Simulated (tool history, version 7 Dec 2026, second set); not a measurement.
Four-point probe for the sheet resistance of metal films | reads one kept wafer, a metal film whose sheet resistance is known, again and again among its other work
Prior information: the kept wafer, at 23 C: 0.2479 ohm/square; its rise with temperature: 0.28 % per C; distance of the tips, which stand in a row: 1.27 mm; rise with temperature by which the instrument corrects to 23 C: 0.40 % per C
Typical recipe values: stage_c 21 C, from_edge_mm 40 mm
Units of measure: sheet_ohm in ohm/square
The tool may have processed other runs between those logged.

| run | day | stage_c | from_edge_mm | sheet_ohm |
|---|---|---|---|---|
| 1 | 0 | 21 | 40 | 0.249387 |
| 2 | 2.95 | 20 | 40 | 0.249656 |
| 3 | 6.379 | 20 | 40 | 0.249685 |
| 4 | 10.717 | 21 | 20 | 0.249945 |
| 5 | 14.596 | 21 | 40 | 0.249433 |
| 6 | 17.396 | 21 | 40 | 0.249458 |
| 7 | 21.175 | 21 | 9 | 0.251963 |
| 8 | 23.838 | 21 | 40 | 0.249498 |
| 9 | 26.646 | 21 | 40 | 0.249508 |
| 10 | 30.771 | 21 | 41 | 0.249635 |
| 11 | 36.575 | 21 | 41 | 0.249741 |
| 12 | 39.975 | 21 | 41 | 0.249683 |
| 13 | 44.921 | 21 | 40 | 0.249709 |
| 14 | 49.208 | 21 | 40 | 0.249753 |
| 15 | 53.792 | 21 | 40 | 0.249849 |
| 16 | 59.088 | 29 | 40 | 0.247546 |
| 17 | 64.229 | 29 | 40 | 0.247563 |
| 18 | 68.05 | 29 | 40 | 0.247543 |
| 19 | 73.379 | 29 | 40 | 0.247715 |
| 20 | 77.625 | 21 | 40 | 0.249933 |
| 21 | 81.792 | 21 | 7 | 0.254339 |
| 22 | 85.758 | 21 | 7 | 0.254326 |
| 23 | 90.771 | 21 | 7 | 0.254396 |
| 24 | 95.667 | 26 | 3 | 0.270291 |
|  | 96.238 | stage's thermometer calibrated |
| 25 | 98.512 | 28 | 72 | 0.248277 |
| 26 | 102.804 | 33 | 5 | 0.255119 |
| 27 | 106.288 | 25 | 36 | 0.249308 |
| 28 | 109.879 | 29 | 40 | 0.248121 |
| 29 | 114.554 | 31 | 7 | 0.25181 |
| 30 | 118.967 | 20 | 50 | 0.25076 |
| 31 | 122.462 | 22 | 5 | 0.258547 |
|  | 127.946 | stage's thermometer calibrated, once more |
| 32 | 127.946 | 22 | 5 | 0.257992 |
| 33 | 132.033 | 22 | 5 | 0.258167 |
| 34 | 137.742 | 27 | 60 | 0.248515 |
| 35 | 141.529 | 27 | 18 | 0.249042 |
| 36 | 145.567 | 26 | 12 | 0.250184 |
| 37 | 148.567 | 29 | 12 | 0.249267 |
| 38 | 153.079 | 29 | 12 | 0.249392 |
|  | 154.142 | new probe head fitted |
| 39 | 155.779 | 29 | 12 | 0.248132 |
| 40 | 160.342 | 30 | 6 | 0.252255 |
| 41 | 164.154 | 23 | 63 | 0.24846 |
| 42 | 169.025 | 23 | 63 | 0.248539 |
| 43 | 171.6 | 30 | 19 | 0.247158 |
| 44 | 174.742 | 30 | 19 | 0.247032 |
| 45 | 179.312 | 30 | 19 | 0.247194 |
| 46 | 181.742 | 25 | 9 | 0.250611 |

Some steps in sheet_ohm, run to run, broken into two amounts with sign: the step expected even without the hidden condition (settings, incoming material, random variation), and the rest, left for the hidden condition together with whatever gauge scatter is not in both the measured and the hidden-condition-free result:
The tool's hidden condition here consists of: inner tips' distance over the nominal, %; tips' flats over new ones', %; wafer's true temperature over the reading, C; drift of the gauge itself on sheet_ohm, %.
Run 23 -> 24: stage_c 21 -> 26, from_edge_mm 7 -> 3. sheet_ohm +0.015895 ohm/square: hidden state +0.000127, all else +0.015768.
Run 24 -> 25: stage_c 26 -> 28, from_edge_mm 3 -> 72, stage's thermometer calibrated. sheet_ohm -0.022014 ohm/square: hidden state +0.000068, all else -0.022082.
Run 31 -> 32: stage's thermometer calibrated, once more. sheet_ohm -0.000555 ohm/square: hidden state -0.000446, all else -0.000109.
Run 33 -> 34: stage_c 22 -> 27, from_edge_mm 5 -> 60. sheet_ohm -0.009652 ohm/square: hidden state -0.000009, all else -0.009643.
Run 38 -> 39: new probe head fitted. sheet_ohm -0.00126 ohm/square: hidden state -0.001253, all else -0.000007.
